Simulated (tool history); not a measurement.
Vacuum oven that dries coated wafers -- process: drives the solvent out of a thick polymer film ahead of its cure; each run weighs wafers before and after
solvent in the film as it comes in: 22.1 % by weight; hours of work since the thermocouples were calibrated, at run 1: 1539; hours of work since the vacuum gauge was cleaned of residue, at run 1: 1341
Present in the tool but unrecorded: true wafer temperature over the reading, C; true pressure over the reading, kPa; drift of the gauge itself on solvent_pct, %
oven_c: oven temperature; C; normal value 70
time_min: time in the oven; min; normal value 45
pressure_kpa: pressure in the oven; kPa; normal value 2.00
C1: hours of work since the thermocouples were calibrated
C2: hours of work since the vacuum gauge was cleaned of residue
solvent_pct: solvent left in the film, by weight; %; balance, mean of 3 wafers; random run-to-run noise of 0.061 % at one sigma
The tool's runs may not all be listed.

Run 1, hour 0.0: usual settings; C1 1539; C2 1341. Result: solvent_pct 2.59 %.
Run 2, hour 55.5: usual settings; C1 1568; C2 1370. Result: solvent_pct 2.64 %.
Run 3, hour 138.9: usual settings; C1 1613; C2 1414. Result: solvent_pct 2.52 %.
Run 4, hour 175.9: usual settings but pressure_kpa 2.83 kPa; C1 1632; C2 1434. Result: solvent_pct 2.96 %.
Run 5, hour 230.3: usual settings but pressure_kpa 2.83 kPa; C1 1661; C2 1463. Result: solvent_pct 2.79 %.
Run 6, hour 277.0: usual settings but time_min 29 min; C1 1686; C2 1488. Result: solvent_pct 4.59 %.
Run 7, hour 340.4: usual settings but time_min 29 min; C1 1720; C2 1521. Result: solvent_pct 4.38 %.
At hour 395.8: oven's thermocouples calibrated.
Run 8, hour 398.2: usual settings but time_min 29 min; C1 1; C2 1551. Result: solvent_pct 3.76 %.
Run 9, hour 481.4: usual settings but time_min 29 min; C1 45; C2 1595. Result: solvent_pct 3.50 %.
Run 10, hour 567.7: usual settings but oven_c 61 C, pressure_kpa 3.03 kPa; C1 91; C2 1641. Result: solvent_pct 5.40 %.
Run 11, hour 634.3: usual settings but oven_c 61 C, pressure_kpa 2.61 kPa; C1 127; C2 1677. Result: solvent_pct 5.19 %.
At hour 681.2: oven's thermocouples calibrated, once more.
Run 12, hour 700.8: usual settings but time_min 33 min, pressure_kpa 1.32 kPa; C1 10; C2 1711. Result: solvent_pct 4.88 %.
Run 13, hour 756.8: usual settings but time_min 76 min, pressure_kpa 1.14 kPa; C1 40; C2 1741. Result: solvent_pct 1.41 %.
Run 14, hour 829.4: usual settings but oven_c 59 C, time_min 33 min, pressure_kpa 2.57 kPa; C1 79; C2 1779. Result: solvent_pct 10.79 %.
Run 15, hour 889.5: usual settings but oven_c 59 C, time_min 33 min, pressure_kpa 2.57 kPa; C1 111; C2 1811. Result: solvent_pct 10.66 %.
Run 16, hour 968.1: usual settings but oven_c 65 C, time_min 29 min, pressure_kpa 1.10 kPa; C1 152; C2 1853. Result: solvent_pct 7.90 %.
Run 17, hour 1006.8: usual settings but oven_c 73 C, time_min 28 min, pressure_kpa 1.23 kPa; C1 173; C2 1873. Result: solvent_pct 4.34 %.
Run 18, hour 1062.4: usual settings but oven_c 73 C, time_min 28 min, pressure_kpa 1.23 kPa; C1 203; C2 1903. Result: solvent_pct 4.48 %.

How the hidden state differs across the entries between the runs, from the last listed run before each to the first after it:
In the gap between runs 7 and 8: oven's thermocouples calibrated (hour 395.8)
  true wafer temperature over the reading, C: 3.37 -> 5.47; true pressure over the reading, kPa: 0.372 -> 0.379
  measured less the result without the state, solvent_pct: -1.32 -> -2.19 %
In the gap between runs 11 and 12: oven's thermocouples calibrated, once more (hour 681.2)
  true wafer temperature over the reading, C: 5.69 -> 0.01; true pressure over the reading, kPa: 0.41 -> 0.418
  measured less the result without the state, solvent_pct: -2.50 -> +0.18 %
